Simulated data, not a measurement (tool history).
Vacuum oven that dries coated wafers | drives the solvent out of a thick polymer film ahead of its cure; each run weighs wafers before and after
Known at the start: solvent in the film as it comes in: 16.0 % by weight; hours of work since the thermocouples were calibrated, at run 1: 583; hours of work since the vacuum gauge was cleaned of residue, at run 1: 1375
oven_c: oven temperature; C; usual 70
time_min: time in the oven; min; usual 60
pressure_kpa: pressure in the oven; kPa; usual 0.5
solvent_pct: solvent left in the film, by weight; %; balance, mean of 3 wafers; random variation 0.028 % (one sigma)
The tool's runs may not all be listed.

| run | hour | oven_c | time_min | pressure_kpa | hours of work since the thermocouples were calibrated | hours of work since the vacuum gauge was cleaned of residue | solvent_pct |
|---|---|---|---|---|---|---|---|
| 1 | 0 | 70 | 60 | 0.5 | 583 | 1375 | 1.4 |
| 2 | 88.5 | 70 | 60 | 0.5 | 626 | 1418 | 1.36 |
| 3 | 138.6 | 70 | 60 | 0.5 | 651 | 1443 | 1.4 |
| 4 | 204.7 | 70 | 60 | 0.5 | 683 | 1475 | 1.34 |
| 5 | 250.4 | 70 | 60 | 0.5 | 705 | 1497 | 1.31 |
| 6 | 319.1 | 70 | 60 | 0.5 | 739 | 1531 | 1.33 |
| 7 | 379.5 | 70 | 59 | 0.5 | 768 | 1560 | 1.37 |
| 8 | 420.2 | 70 | 67 | 0.5 | 788 | 1580 | 1.14 |
| 9 | 477.9 | 70 | 67 | 0.5 | 816 | 1608 | 1.12 |
| 10 | 538.7 | 70 | 67 | 0.5 | 846 | 1638 | 1.07 |
|  | 546.2 | vacuum gauge cleaned of residue and calibrated |
| 11 | 605.7 | 59 | 37 | 0.5 | 878 | 29 | 6.54 |
| 12 | 672.4 | 59 | 37 | 0.5 | 910 | 62 | 6.52 |
| 13 | 749.1 | 84 | 48 | 0.5 | 948 | 99 | 0.37 |
| 14 | 796.6 | 82 | 101 | 0.519 | 971 | 122 | 0.33 |
| 15 | 857.7 | 65 | 69 | 1.051 | 1001 | 152 | 2.26 |
|  | 920.9 | oven's thermocouples calibrated |
| 16 | 930.1 | 65 | 69 | 1.051 | 4 | 186 | 2.8 |
|  | 981.7 | vacuum gauge cleaned of residue and calibrated, once more |
| 17 | 990.9 | 82 | 60 | 1.114 | 33 | 4 | 0.39 |
| 18 | 1065.8 | 64 | 60 | 0.376 | 70 | 41 | 2.94 |

Hidden state or all else? Some run-to-run changes of solvent_pct, split into what the settings, what came in and random variation would give without the hidden state, and what is left for the hidden state (with any gauge scatter that isn't in both results):
The hidden state here: true wafer temperature over the reading, C; true pressure over the reading, kPa; drift of the gauge itself on solvent_pct, %.
Run 12 -> 13: oven_c 59 -> 84, time_min 37 -> 48. solvent_pct -6.15 %: hidden state +0.48, all else -6.63.
Run 15 -> 16: oven's thermocouples calibrated. solvent_pct +0.54 %: hidden state +0.59, all else -0.05.

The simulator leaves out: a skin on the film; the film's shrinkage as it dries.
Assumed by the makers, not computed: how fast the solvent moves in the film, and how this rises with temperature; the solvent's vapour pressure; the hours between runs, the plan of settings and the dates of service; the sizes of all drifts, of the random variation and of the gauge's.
